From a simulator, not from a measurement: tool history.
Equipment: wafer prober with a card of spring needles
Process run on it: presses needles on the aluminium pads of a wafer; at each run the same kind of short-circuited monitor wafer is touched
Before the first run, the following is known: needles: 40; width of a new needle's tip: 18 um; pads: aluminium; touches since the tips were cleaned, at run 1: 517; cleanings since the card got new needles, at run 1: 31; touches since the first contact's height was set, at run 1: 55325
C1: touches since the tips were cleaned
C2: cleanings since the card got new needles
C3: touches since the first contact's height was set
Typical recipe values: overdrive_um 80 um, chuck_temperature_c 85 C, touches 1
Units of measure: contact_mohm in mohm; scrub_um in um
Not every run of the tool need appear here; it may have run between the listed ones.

Run 1, hour 0: usual settings; C1 517; C2 31; C3 55325. Result: contact_mohm 160 mohm, scrub_um 20.85 um.
At hour 2.4: tips cleaned on abrasive film.
At hour 5.7: tips cleaned on abrasive film.
At hour 8.9: tips cleaned on abrasive film.
At hour 12.2: tips cleaned on abrasive film.
At hour 16.2: tips cleaned on abrasive film.
At hour 19.4: tips cleaned on abrasive film.
At hour 22.7: tips cleaned on abrasive film.
At hour 25.9: tips cleaned on abrasive film.
At hour 29.9: tips cleaned on abrasive film.
At hour 33.9: tips cleaned on abrasive film.
At hour 38: tips cleaned on abrasive film.
At hour 41.2: tips cleaned on abrasive film.
Run 2, hour 42.8: usual settings; C1 808; C2 43; C3 76157. Result: contact_mohm 160 mohm, scrub_um 21.01 um.
At hour 44.5: tips cleaned on abrasive film.
At hour 47.7: tips cleaned on abrasive film.
At hour 51.7: tips cleaned on abrasive film.
At hour 55: tips cleaned on abrasive film.
At hour 59: tips cleaned on abrasive film.
At hour 62.2: tips cleaned on abrasive film.
At hour 65.5: tips cleaned on abrasive film.
At hour 69.5: tips cleaned on abrasive film.
At hour 73.5: tips cleaned on abrasive film.
At hour 76.7: tips cleaned on abrasive film.
At hour 80: tips cleaned on abrasive film.
At hour 84: tips cleaned on abrasive film.
At hour 88: tips cleaned on abrasive film.
At hour 91.3: tips cleaned on abrasive film.
Run 3, hour 93.5: usual settings but touches 2; C1 1100; C2 57; C3 100818. Result: contact_mohm 161 mohm, scrub_um 21.03 um.
At hour 95.1: tips cleaned on abrasive film.
At hour 98.4: tips cleaned on abrasive film.
At hour 102.4: tips cleaned on abrasive film.
At hour 106.4: tips cleaned on abrasive film.
At hour 110.4: tips cleaned on abrasive film.
At hour 114.5: tips cleaned on abrasive film.
Run 4, hour 117.2: usual settings but chuck_temperature_c 39 C, touches 2; C1 1390; C2 63; C3 112418. Result: contact_mohm 153 mohm, scrub_um 20.92 um.
At hour 118.1: tips cleaned on abrasive film.
At hour 122.1: tips cleaned on abrasive film.
At hour 126.2: tips cleaned on abrasive film.
At hour 130.2: tips cleaned on abrasive film.
At hour 134.2: tips cleaned on abrasive film.
At hour 137.4: tips cleaned on abrasive film.
At hour 141.5: tips cleaned on abrasive film.
At hour 144.7: tips cleaned on abrasive film.
At hour 148.7: tips cleaned on abrasive film.
At hour 152.7: tips cleaned on abrasive film.
At hour 156.8: tips cleaned on abrasive film.
At hour 160.5: tips cleaned on abrasive film.
Run 5, hour 160.5: usual settings but overdrive_um 76 um; C1 0; C2 75; C3 133494. Result: contact_mohm 159 mohm, scrub_um 19.79 um.
At hour 164.5: tips cleaned on abrasive film.
At hour 167.8: tips cleaned on abrasive film.
At hour 171.8: tips cleaned on abrasive film.
At hour 175.8: tips cleaned on abrasive film.
At hour 179.1: tips cleaned on abrasive film.
At hour 182.3: tips cleaned on abrasive film.
At hour 185.5: tips cleaned on abrasive film.
Run 6, hour 186.7: usual settings but overdrive_um 76 um, touches 2; C1 585; C2 82; C3 146251. Result: contact_mohm 161 mohm, scrub_um 20.03 um.
At hour 189.2: tips cleaned on abrasive film.
At hour 192.4: tips cleaned on abrasive film.
At hour 196.4: tips cleaned on abrasive film.
At hour 200.4: tips cleaned on abrasive film.
At hour 203.7: tips cleaned on abrasive film.
At hour 206.9: tips cleaned on abrasive film.
At hour 210.3: height of the first contact set anew.
At hour 211.2: tips cleaned on abrasive film.
At hour 214.5: tips cleaned on abrasive film.
At hour 218.4: tips cleaned on abrasive film.
Run 7, hour 218.4: usual settings; C1 0; C2 91; C3 3863. Result: contact_mohm 158 mohm, scrub_um 20.89 um.
At hour 221.6: tips cleaned on abrasive film.
At hour 225.6: tips cleaned on abrasive film.
At hour 229.6: tips cleaned on abrasive film.
At hour 233.7: tips cleaned on abrasive film.
At hour 237.7: tips cleaned on abrasive film.
At hour 241.7: tips cleaned on abrasive film.
Run 8, hour 242.9: usual settings; C1 622; C2 97; C3 15873. Result: contact_mohm 159 mohm, scrub_um 20.85 um.
At hour 245.4: tips cleaned on abrasive film.
At hour 249.4: tips cleaned on abrasive film.
At hour 253.4: tips cleaned on abrasive film.
At hour 256.7: tips cleaned on abrasive film.
At hour 260.7: tips cleaned on abrasive film.
At hour 264.7: tips cleaned on abrasive film.
At hour 268.7: tips cleaned on abrasive film.
At hour 272.8: tips cleaned on abrasive film.
At hour 276: tips cleaned on abrasive film.
At hour 280: tips cleaned on abrasive film.
At hour 284: tips cleaned on abrasive film.
At hour 287.3: tips cleaned on abrasive film.
Run 9, hour 289.2: usual settings but overdrive_um 74 um; C1 960; C2 109; C3 38430. Result: contact_mohm 161 mohm, scrub_um 19.32 um.
At hour 290.9: tips cleaned on abrasive film.
At hour 294.1: tips cleaned on abrasive film.
At hour 297.3: tips cleaned on abrasive film.
At hour 301.4: tips cleaned on abrasive film.
At hour 304.6: tips cleaned on abrasive film.
At hour 308.6: tips cleaned on abrasive film.
At hour 311.9: tips cleaned on abrasive film.
At hour 315.9: tips cleaned on abrasive film.
At hour 319.1: tips cleaned on abrasive film.
At hour 322.4: tips cleaned on abrasive film.
At hour 326.4: tips cleaned on abrasive film.
Run 10, hour 328.6: usual settings but overdrive_um 70 um, chuck_temperature_c 109 C; C1 1117; C2 120; C3 57611. Result: contact_mohm 166 mohm, scrub_um 18.17 um.
At hour 330.3: tips cleaned on abrasive film.
At hour 333.5: tips cleaned on abrasive film.
At hour 336.8: tips cleaned on abrasive film.
At hour 340.8: tips cleaned on abrasive film.
At hour 344: tips cleaned on abrasive film.
At hour 348: tips cleaned on abrasive film.
At hour 351.3: tips cleaned on abrasive film.
At hour 354.5: tips cleaned on abrasive film.
At hour 358.5: tips cleaned on abrasive film.
At hour 362.5: tips cleaned on abrasive film.
At hour 365.8: tips cleaned on abrasive film.
At hour 369.8: tips cleaned on abrasive film.
At hour 373.8: tips cleaned on abrasive film.
Run 11, hour 374.1: usual settings but overdrive_um 70 um, chuck_temperature_c 28 C, touches 2; C1 136; C2 133; C3 79736. Result: contact_mohm 152 mohm, scrub_um 18.1 um.
At hour 377.3: tips cleaned on abrasive film.
At hour 380.6: tips cleaned on abrasive film.
At hour 384.6: tips cleaned on abrasive film.
At hour 387.8: tips cleaned on abrasive film.
At hour 391.1: tips cleaned on abrasive film.
At hour 395.1: tips cleaned on abrasive film.
At hour 399.1: tips cleaned on abrasive film.
At hour 402.3: tips cleaned on abrasive film.
At hour 405.6: tips cleaned on abrasive film.
Run 12, hour 408.7: usual settings but overdrive_um 70 um, chuck_temperature_c 29 C, touches 3; C1 1547; C2 142; C3 96597. Result: contact_mohm 152 mohm, scrub_um 18.1 um.
At hour 409.6: tips cleaned on abrasive film.
At hour 412.8: tips cleaned on abrasive film.
At hour 416.8: tips cleaned on abrasive film.
At hour 420.1: tips cleaned on abrasive film.
At hour 424.1: tips cleaned on abrasive film.
At hour 428.1: tips cleaned on abrasive film.
At hour 432.1: tips cleaned on abrasive film.
At hour 435.4: tips cleaned on abrasive film.
At hour 439.4: tips cleaned on abrasive film.
At hour 443.4: tips cleaned on abrasive film.
At hour 446.6: tips cleaned on abrasive film.
At hour 449.9: tips cleaned on abrasive film.
At hour 453.1: tips cleaned on abrasive film.
At hour 457.1: tips cleaned on abrasive film.
At hour 460.4: tips cleaned on abrasive film.
Run 13, hour 462.8: usual settings but overdrive_um 70 um, chuck_temperature_c 29 C, touches 3; C1 1201; C2 157; C3 122930. Result: contact_mohm 150 mohm, scrub_um 18.21 um.
At hour 463.7: tips cleaned on abrasive film.
At hour 466.9: tips cleaned on abrasive film.
At hour 470.9: tips cleaned on abrasive film.
At hour 474.2: tips cleaned on abrasive film.
At hour 478.2: tips cleaned on abrasive film.
At hour 481.4: tips cleaned on abrasive film.
At hour 485.4: tips cleaned on abrasive film.
At hour 489.5: tips cleaned on abrasive film.
At hour 493.5: tips cleaned on abrasive film.
At hour 497.5: tips cleaned on abrasive film.
At hour 500.7: tips cleaned on abrasive film.
At hour 504.8: tips cleaned on abrasive film.
Run 14, hour 506.2: usual settings but overdrive_um 79 um, chuck_temperature_c 27 C; C1 719; C2 169; C3 144074. Result: contact_mohm 148 mohm, scrub_um 20.39 um.
At hour 508.6: tips cleaned on abrasive film.
At hour 512.7: tips cleaned on abrasive film.
At hour 516.7: tips cleaned on abrasive film.
At hour 520.7: tips cleaned on abrasive film.
At hour 524.7: tips cleaned on abrasive film.
At hour 528: tips cleaned on abrasive film.
At hour 531.2: tips cleaned on abrasive film.
At hour 533.9: height of the first contact set anew.
At hour 535.5: tips cleaned on abrasive film.
Run 15, hour 536.7: usual settings but overdrive_um 62 um, chuck_temperature_c 121 C; C1 607; C2 177; C3 1392. Result: contact_mohm 170 mohm, scrub_um 16.11 um.
At hour 539.2: tips cleaned on abrasive film.
At hour 542.4: tips cleaned on abrasive film.
At hour 546.5: tips cleaned on abrasive film.
At hour 549.7: tips cleaned on abrasive film.
At hour 552.9: tips cleaned on abrasive film.
At hour 556.9: tips cleaned on abrasive film.
At hour 560.2: tips cleaned on abrasive film.
At hour 564.2: tips cleaned on abrasive film.
Run 16, hour 566.1: usual settings but overdrive_um 96 um; C1 932; C2 185; C3 15675. Result: contact_mohm 158 mohm, scrub_um 24.57 um.

Predict each of these 3 candidate next runs independently; none follows another, all start after run 16:
At hour 567.7: tips cleaned on abrasive film.
At hour 571.8: tips cleaned on abrasive film.
At hour 575: tips cleaned on abrasive film.
At hour 579: tips cleaned on abrasive film.
At hour 582.3: tips cleaned on abrasive film.
At hour 586.3: tips cleaned on abrasive film.
At hour 589.5: tips cleaned on abrasive film.
At hour 592.7: tips cleaned on abrasive film.
At hour 596.8: tips cleaned on abrasive film.
At hour 600: tips cleaned on abrasive film.
At hour 604: tips cleaned on abrasive film.
At hour 607.3: tips cleaned on abrasive film.
At hour 611.3: tips cleaned on abrasive film.
At hour 615.3: tips cleaned on abrasive film.
At hour 618.5: tips cleaned on abrasive film.
Run A, hour 621.6: usual settings but overdrive_um 99 um, chuck_temperature_c 80 C; C1 1550; C2 200; C3 42750. Result: contact_mohm ?, scrub_um ?.
At hour 567.7: tips cleaned on abrasive film.
At hour 571.8: tips cleaned on abrasive film.
At hour 575: tips cleaned on abrasive film.
At hour 579: tips cleaned on abrasive film.
At hour 582.3: tips cleaned on abrasive film.
At hour 586.3: tips cleaned on abrasive film.
At hour 589.5: tips cleaned on abrasive film.
At hour 592.7: tips cleaned on abrasive film.
At hour 596.8: tips cleaned on abrasive film.
At hour 600: tips cleaned on abrasive film.
At hour 604: tips cleaned on abrasive film.
At hour 607.3: tips cleaned on abrasive film.
At hour 611.3: tips cleaned on abrasive film.
At hour 615.3: tips cleaned on abrasive film.
At hour 618.5: tips cleaned on abrasive film.
Run B, hour 621.6: usual settings but chuck_temperature_c 41 C; C1 1550; C2 200; C3 42750. Result: contact_mohm ?, scrub_um ?.
At hour 567.7: tips cleaned on abrasive film.
At hour 571.8: tips cleaned on abrasive film.
At hour 575: tips cleaned on abrasive film.
At hour 579: tips cleaned on abrasive film.
At hour 582.3: tips cleaned on abrasive film.
At hour 586.3: tips cleaned on abrasive film.
At hour 589.5: tips cleaned on abrasive film.
At hour 592.7: tips cleaned on abrasive film.
At hour 596.8: tips cleaned on abrasive film.
At hour 600: tips cleaned on abrasive film.
At hour 604: tips cleaned on abrasive film.
At hour 607.3: tips cleaned on abrasive film.
At hour 611.3: tips cleaned on abrasive film.
At hour 615.3: tips cleaned on abrasive film.
At hour 618.5: tips cleaned on abrasive film.
Run C, hour 621.6: usual settings but overdrive_um 89 um; C1 1550; C2 200; C3 42750. Result: contact_mohm ?, scrub_um ?.

run  contact_mohm  scrub_um
  A           155     25.59
  B           154     20.63
  C           159     23.01
The same runs, with their run-to-run variation unchanged, on a tool lacking any hidden condition would have given:
run  contact_mohm  scrub_um
  A           155     26.04
  B           154     20.99
  C           159     23.41
